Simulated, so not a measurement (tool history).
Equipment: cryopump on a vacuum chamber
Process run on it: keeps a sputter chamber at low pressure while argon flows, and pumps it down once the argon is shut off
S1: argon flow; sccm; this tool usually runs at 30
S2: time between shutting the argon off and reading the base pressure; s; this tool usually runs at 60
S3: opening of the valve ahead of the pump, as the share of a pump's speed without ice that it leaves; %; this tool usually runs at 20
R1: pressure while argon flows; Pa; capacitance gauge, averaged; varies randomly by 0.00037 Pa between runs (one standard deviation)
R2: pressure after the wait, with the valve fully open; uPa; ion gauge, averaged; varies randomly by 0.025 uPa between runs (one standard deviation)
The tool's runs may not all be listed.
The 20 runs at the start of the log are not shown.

{"run": 21, "hour": 1039.4, "S1": 24, "S2": 127, "S3": 43, "R1": 0.0543, "R2": 1.24}
{"run": 22, "hour": 1073.4, "S1": 24, "S2": 127, "S3": 43, "R1": 0.0543, "R2": 1.28}
{"run": 23, "hour": 1136.9, "S1": 41, "S2": 172, "S3": 43, "R1": 0.0932, "R2": 1.19}
{"run": 24, "hour": 1173.0, "S1": 40, "S2": 83, "S3": 20, "R1": 0.192, "R2": 1.54}
{"run": 25, "hour": 1228.6, "S1": 48, "S2": 37, "S3": 40, "R1": 0.1174, "R2": 2.17}
{"run": 26, "hour": 1288.3, "S1": 48, "S2": 37, "S3": 40, "R1": 0.118, "R2": 2.21}
{"run": 27, "hour": 1319.4, "S1": 30, "S2": 115, "S3": 43, "R1": 0.0685, "R2": 1.37}
{"run": 28, "hour": 1379.1, "S1": 35, "S2": 33, "S3": 18, "R1": 0.1875, "R2": 2.38}
{"run": 29, "hour": 1445.7, "S1": 30, "S2": 109, "S3": 15, "R1": 0.1932, "R2": 1.41}
{"run": 30, "hour": 1496.2, "S1": 59, "S2": 167, "S3": 34, "R1": 0.1706, "R2": 1.3}
{"run": 31, "hour": 1545.7, "S1": 59, "S2": 167, "S3": 34, "R1": 0.1713, "R2": 1.33}
{"run": 32, "hour": 1576.1, "S1": 59, "S2": 167, "S3": 34, "R1": 0.1713, "R2": 1.35}
{"run": 33, "hour": 1619.8, "S1": 22, "S2": 36, "S3": 16, "R1": 0.1323, "R2": 2.36}

Consider 4 possible next runs. They are alternatives, not a sequence: every one starts from the tool as it was left by run 33. What does each give?
{"run": "A", "hour": 1649.5, "S1": 22, "S2": 180, "S3": 16, "R1": "?", "R2": "?"}
{"run": "B", "hour": 1649.5, "S1": 30, "S2": 60, "S3": 44, "R1": "?", "R2": "?"}
{"run": "C", "hour": 1649.5, "S1": 45, "S2": 60, "S3": 23, "R1": "?", "R2": "?"}
{"run": "D", "hour": 1649.5, "S1": 34, "S2": 115, "S3": 20, "R1": "?", "R2": "?"}

run=A R1=0.1331 R2=1.28
run=B R1=0.0692 R2=1.84
run=C R1=0.1903 R2=1.85
run=D R1=0.1657 R2=1.48
The same runs, with their run-to-run variation unchanged, on a tool lacking any hidden condition would have given:
run=A R1=0.1303 R2=0.4
run=B R1=0.0653 R2=0.96
run=C R1=0.1844 R2=0.96
run=D R1=0.1612 R2=0.6

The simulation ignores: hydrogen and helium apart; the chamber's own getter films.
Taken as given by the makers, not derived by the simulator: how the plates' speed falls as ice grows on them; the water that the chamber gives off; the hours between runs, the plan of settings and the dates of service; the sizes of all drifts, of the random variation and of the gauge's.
